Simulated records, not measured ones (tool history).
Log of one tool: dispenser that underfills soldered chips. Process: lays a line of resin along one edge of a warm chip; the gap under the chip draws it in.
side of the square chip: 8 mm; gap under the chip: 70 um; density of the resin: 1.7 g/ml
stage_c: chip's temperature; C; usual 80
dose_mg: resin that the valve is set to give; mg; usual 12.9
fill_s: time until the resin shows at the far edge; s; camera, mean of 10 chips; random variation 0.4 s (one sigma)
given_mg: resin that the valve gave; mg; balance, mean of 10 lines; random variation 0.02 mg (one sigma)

run 1 hour=0.0 | stage_c=80 dose_mg=12.9 | fill_s=32.6 given_mg=12.76
run 2 hour=4.6 | stage_c=80 dose_mg=12.9 | fill_s=40.9 given_mg=12.78
run 3 hour=7.6 | stage_c=80 dose_mg=12.9 | fill_s=43.6 given_mg=12.72
run 4 hour=10.3 | stage_c=80 dose_mg=15.8 | fill_s=48.4 given_mg=15.60
-- hour=10.9 new syringe of resin
run 5 hour=13.0 | stage_c=80 dose_mg=15.8 | fill_s=28.2 given_mg=15.64
run 6 hour=16.2 | stage_c=80 dose_mg=15.8 | fill_s=32.2 given_mg=15.56
run 7 hour=20.1 | stage_c=80 dose_mg=14.2 | fill_s=37.2 given_mg=13.97
run 8 hour=23.6 | stage_c=80 dose_mg=12.9 | fill_s=42.1 given_mg=12.67
run 9 hour=25.9 | stage_c=80 dose_mg=12.9 | fill_s=46.9 given_mg=12.68
-- hour=28.4 new syringe of resin
run 10 hour=29.0 | stage_c=80 dose_mg=12.9 | fill_s=26.4 given_mg=12.70
run 11 hour=30.9 | stage_c=80 dose_mg=16.8 | fill_s=28.1 given_mg=16.43
run 12 hour=34.3 | stage_c=80 dose_mg=16.8 | fill_s=31.3 given_mg=16.47
run 13 hour=38.6 | stage_c=80 dose_mg=16.8 | fill_s=36.0 given_mg=16.46
run 14 hour=41.3 | stage_c=80 dose_mg=12.0 | fill_s=41.9 given_mg=11.72
-- hour=43.8 dispensing valve cleaned and set on the balance
run 15 hour=44.9 | stage_c=80 dose_mg=12.0 | fill_s=46.1 given_mg=12.01
-- hour=46.7 new syringe of resin
run 16 hour=47.4 | stage_c=80 dose_mg=12.0 | fill_s=26.9 given_mg=11.97
run 17 hour=51.4 | stage_c=80 dose_mg=12.0 | fill_s=30.9 given_mg=11.98
run 18 hour=55.9 | stage_c=84 dose_mg=12.9 | fill_s=31.5 given_mg=12.82
run 19 hour=57.9 | stage_c=84 dose_mg=15.5 | fill_s=33.6 given_mg=15.46
run 20 hour=61.7 | stage_c=73 dose_mg=16.5 | fill_s=59.3 given_mg=16.43
-- hour=63.9 new syringe of resin
run 21 hour=66.2 | stage_c=66 dose_mg=13.7 | fill_s=49.1 given_mg=13.64
run 22 hour=68.8 | stage_c=66 dose_mg=13.7 | fill_s=54.8 given_mg=13.57
run 23 hour=73.4 | stage_c=94 dose_mg=13.6 | fill_s=21.7 given_mg=13.48
run 24 hour=76.8 | stage_c=78 dose_mg=12.9 | fill_s=45.5 given_mg=12.77
run 25 hour=79.0 | stage_c=78 dose_mg=12.9 | fill_s=49.1 given_mg=12.76
-- hour=81.2 new syringe of resin
run 26 hour=81.2 | stage_c=66 dose_mg=14.3 | fill_s=45.2 given_mg=14.15
run 27 hour=84.6 | stage_c=66 dose_mg=14.4 | fill_s=50.9 given_mg=14.24
run 28 hour=87.8 | stage_c=66 dose_mg=14.4 | fill_s=58.2 given_mg=14.22
run 29 hour=90.1 | stage_c=69 dose_mg=11.4 | fill_s=58.0 given_mg=11.23
run 30 hour=92.8 | stage_c=70 dose_mg=13.6 | fill_s=59.8 given_mg=13.40
run 31 hour=95.8 | stage_c=79 dose_mg=12.9 | fill_s=45.4 given_mg=12.71
run 32 hour=98.0 | stage_c=68 dose_mg=14.0 | fill_s=77.5 given_mg=13.75
-- hour=98.6 new syringe of resin
run 33 hour=100.6 | stage_c=84 dose_mg=14.7 | fill_s=23.3 given_mg=14.47
run 34 hour=103.3 | stage_c=84 dose_mg=14.7 | fill_s=25.9 given_mg=14.50
run 35 hour=108.0 | stage_c=68 dose_mg=11.6 | fill_s=59.8 given_mg=11.38
run 36 hour=111.3 | stage_c=67 dose_mg=15.5 | fill_s=69.0 given_mg=15.20

Forecast each of these 3 alternatives for the next run:
run A hour=113.9 | stage_c=70 dose_mg=11.8 | fill_s=? given_mg=?
run B hour=113.9 | stage_c=80 dose_mg=15.3 | fill_s=? given_mg=?
run C hour=113.9 | stage_c=75 dose_mg=12.9 | fill_s=? given_mg=?

run=A fill_s=69.0 given_mg=11.54
run=B fill_s=45.8 given_mg=15.04
run=C fill_s=55.6 given_mg=12.63
Without the tool's hidden state the same runs would have given:
run=A fill_s=40.3 given_mg=11.77
run=B fill_s=26.8 given_mg=15.34
run=C fill_s=32.6 given_mg=12.88
